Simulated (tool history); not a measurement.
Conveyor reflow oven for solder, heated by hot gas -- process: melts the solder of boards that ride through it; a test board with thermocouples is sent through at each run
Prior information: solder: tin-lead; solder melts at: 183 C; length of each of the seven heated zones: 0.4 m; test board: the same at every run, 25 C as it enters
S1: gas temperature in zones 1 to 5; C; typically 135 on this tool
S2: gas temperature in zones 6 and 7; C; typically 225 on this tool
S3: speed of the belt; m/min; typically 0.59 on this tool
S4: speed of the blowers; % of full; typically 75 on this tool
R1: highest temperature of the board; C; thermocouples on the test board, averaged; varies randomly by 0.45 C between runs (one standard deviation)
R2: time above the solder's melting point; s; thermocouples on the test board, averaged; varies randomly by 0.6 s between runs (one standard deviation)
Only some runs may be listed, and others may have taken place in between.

run	hour	S1	S2	S3	S4	R1	R2
1	0	135	225	0.59	75	207.1	51.1
2	27.1	135	225	0.59	75	206.6	51.1
3	47.9	135	225	0.59	75	207	51.3
4	84.5	135	225	0.59	75	206.2	50.2
5	105.5	135	225	0.59	75	206.5	49.4
6	143.2	135	225	0.59	75	205.7	50.8
7	160.9	135	225	0.59	82	207.9	52.3
8	182.1	135	225	0.59	75	205.8	50.1
9	203.7	135	225	0.59	60	201.5	43.9
# hour 216.7: thermocouples of zones 6 and 7 changed
# hour 234.5: belt drive overhauled, speed set with a stopwatch
# hour 243.8: flux residue cleaned out of gas plates and filters
10	251	135	225	0.59	75	211.2	57.9
11	285.8	135	225	0.59	90	213.8	61.6
12	321.5	135	225	0.59	90	213.4	60.9
# hour 338.7: belt drive overhauled, speed set with a stopwatch, once more
13	350.1	135	237	0.59	90	224.8	65.4
14	377.1	135	237	0.59	90	223.8	66.1
15	406.4	135	237	0.59	90	223.3	65.9
16	424.5	135	237	0.59	90	223.3	65.7
17	448.8	135	237	0.59	90	223.3	65.5
18	483.4	135	237	0.59	90	221.9	64.7
19	517.3	135	237	0.59	90	222.7	65.4
20	541	131	237	0.59	59	215.2	55.7
21	562.2	131	237	0.59	59	214.3	55.5
22	600.4	133	225	0.513	53	207	57
23	634.4	133	225	0.513	53	207.2	56.6
24	658	136	217	0.548	70	202.2	49.7
25	686.8	135	216	0.632	75	198.2	34.7
26	714.8	132	232	0.502	76	218.3	72.3
27	740.7	138	225	0.709	68	200.5	33.9
28	757.7	138	225	0.709	68	200.5	32.8
29	796.7	135	228	0.59	75	209.7	53.6
30	833.5	135	225	0.573	89	209.9	56.6
31	856.2	135	217	0.59	75	199.7	40.4

Per-run results on a tool with no hidden state, each run keeping its own random variation:
Unlogged tool condition in this case: heat that the gas passes to the board, % of a clean oven's; belt's true speed, % of the reading; true gas temperature in zones 6 and 7 over the reading, C; drift of the gauge itself on peak_c, C; drift of the gauge itself on liquid_s, %.
run	R1	R2
1	211.6	55.4
2	211.4	55.6
3	211.9	56.1
4	211.4	55.3
5	211.8	54.7
6	211.2	56.5
7	213.7	58
8	211.7	56.1
9	207.2	50.7
10	210.6	55.4
11	213.6	59.5
12	213.4	59
13	225.9	66.2
14	225	67
15	224.8	67
16	224.9	66.9
17	225.2	66.8
18	224	66.2
19	225.1	67.2
20	217.6	58
21	216.9	58
22	209.3	60.2
23	209.7	60.1
24	205	54.3
25	201.6	40.3
26	221.8	75.5
27	204.7	39.4
28	204.8	38.5
29	214.1	58.4
30	214.5	61.8
31	204.2	47.8
